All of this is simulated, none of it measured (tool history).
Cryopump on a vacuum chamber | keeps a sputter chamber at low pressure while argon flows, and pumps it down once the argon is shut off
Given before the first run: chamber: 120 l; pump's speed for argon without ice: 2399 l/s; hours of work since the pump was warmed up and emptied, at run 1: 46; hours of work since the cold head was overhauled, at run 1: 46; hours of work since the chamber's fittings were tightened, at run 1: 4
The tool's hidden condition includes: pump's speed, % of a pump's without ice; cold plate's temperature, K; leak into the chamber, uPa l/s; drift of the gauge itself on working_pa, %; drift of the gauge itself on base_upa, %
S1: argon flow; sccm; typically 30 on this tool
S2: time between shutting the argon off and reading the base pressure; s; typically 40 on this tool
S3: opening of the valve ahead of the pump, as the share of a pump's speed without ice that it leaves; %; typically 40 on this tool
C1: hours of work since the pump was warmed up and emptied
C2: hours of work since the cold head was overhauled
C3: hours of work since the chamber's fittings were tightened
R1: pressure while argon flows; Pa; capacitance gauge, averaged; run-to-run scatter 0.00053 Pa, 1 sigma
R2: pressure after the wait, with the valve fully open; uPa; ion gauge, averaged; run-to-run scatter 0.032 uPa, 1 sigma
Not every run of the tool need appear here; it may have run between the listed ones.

run 1 hour=0 | S1=30 S2=40 S3=40 | C1=46 C2=46 C3=4 | R1=0.0531 R2=1.69
run 2 hour=10 | S1=30 S2=40 S3=40 | C1=53 C2=53 C3=10 | R1=0.0543 R2=1.69
run 3 hour=17.3 | S1=30 S2=40 S3=40 | C1=58 C2=58 C3=15 | R1=0.0539 R2=1.73
run 4 hour=25.8 | S1=30 S2=40 S3=40 | C1=63 C2=63 C3=20 | R1=0.0531 R2=1.73
run 5 hour=39.8 | S1=30 S2=32 S3=40 | C1=72 C2=72 C3=30 | R1=0.0532 R2=2.12
run 6 hour=51.5 | S1=30 S2=32 S3=40 | C1=80 C2=80 C3=37 | R1=0.0539 R2=2.08
run 7 hour=59.8 | S1=30 S2=32 S3=40 | C1=85 C2=85 C3=43 | R1=0.055 R2=2.13
run 8 hour=72.1 | S1=30 S2=32 S3=40 | C1=93 C2=93 C3=51 | R1=0.0545 R2=2.09
run 9 hour=79.1 | S1=30 S2=40 S3=40 | C1=98 C2=98 C3=55 | R1=0.0542 R2=1.65
run 10 hour=86 | S1=30 S2=40 S3=20 | C1=102 C2=102 C3=60 | R1=0.1069 R2=1.71
run 11 hour=96.8 | S1=30 S2=40 S3=40 | C1=109 C2=109 C3=67 | R1=0.0541 R2=1.7
run 12 hour=107.4 | S1=30 S2=40 S3=40 | C1=116 C2=116 C3=74 | R1=0.0548 R2=1.73
run 13 hour=118.6 | S1=30 S2=40 S3=40 | C1=124 C2=124 C3=81 | R1=0.0539 R2=1.74
run 14 hour=130.3 | S1=30 S2=234 S3=40 | C1=131 C2=131 C3=89 | R1=0.0553 R2=0.5
run 15 hour=139.8 | S1=20 S2=75 S3=40 | C1=138 C2=138 C3=95 | R1=0.0367 R2=1.07
run 16 hour=148.7 | S1=14 S2=255 S3=40 | C1=143 C2=143 C3=101 | R1=0.0254 R2=0.43
run 17 hour=159.3 | S1=14 S2=255 S3=40 | C1=150 C2=150 C3=108 | R1=0.0262 R2=0.44
run 18 hour=171.4 | S1=29 S2=40 S3=43 | C1=158 C2=158 C3=116 | R1=0.0502 R2=1.71
run 19 hour=184.1 | S1=24 S2=40 S3=31 | C1=166 C2=166 C3=124 | R1=0.0569 R2=1.77
run 20 hour=194.8 | S1=30 S2=40 S3=20 | C1=173 C2=173 C3=131 | R1=0.1073 R2=1.75
run 21 hour=208 | S1=30 S2=40 S3=20 | C1=182 C2=182 C3=139 | R1=0.1085 R2=1.74
run 22 hour=214.9 | S1=30 S2=40 S3=20 | C1=187 C2=187 C3=144 | R1=0.1081 R2=1.77
run 23 hour=223 | S1=20 S2=54 S3=31 | C1=192 C2=192 C3=149 | R1=0.0474 R2=1.34
run 24 hour=237.8 | S1=20 S2=54 S3=31 | C1=201 C2=201 C3=159 | R1=0.0471 R2=1.41
run 25 hour=252.8 | S1=20 S2=53 S3=38 | C1=211 C2=211 C3=169 | R1=0.0387 R2=1.47

Hidden state or all else? Some run-to-run changes of R1, split into what the settings, what came in and random variation would give without the hidden state, and what is left for the hidden state (with any gauge scatter that isn't in both results):
Run 10 -> 11: S3 20 -> 40. R1 -0.0528 Pa: hidden state +0.0001, all else -0.0529.
Run 17 -> 18: S1 14 -> 29, S2 255 -> 40, S3 40 -> 43. R1 +0.024 Pa: hidden state +0.0011, all else +0.0229.
Run 22 -> 23: S1 30 -> 20, S2 40 -> 54, S3 20 -> 31. R1 -0.0607 Pa: hidden state -0.0008, all else -0.0599.
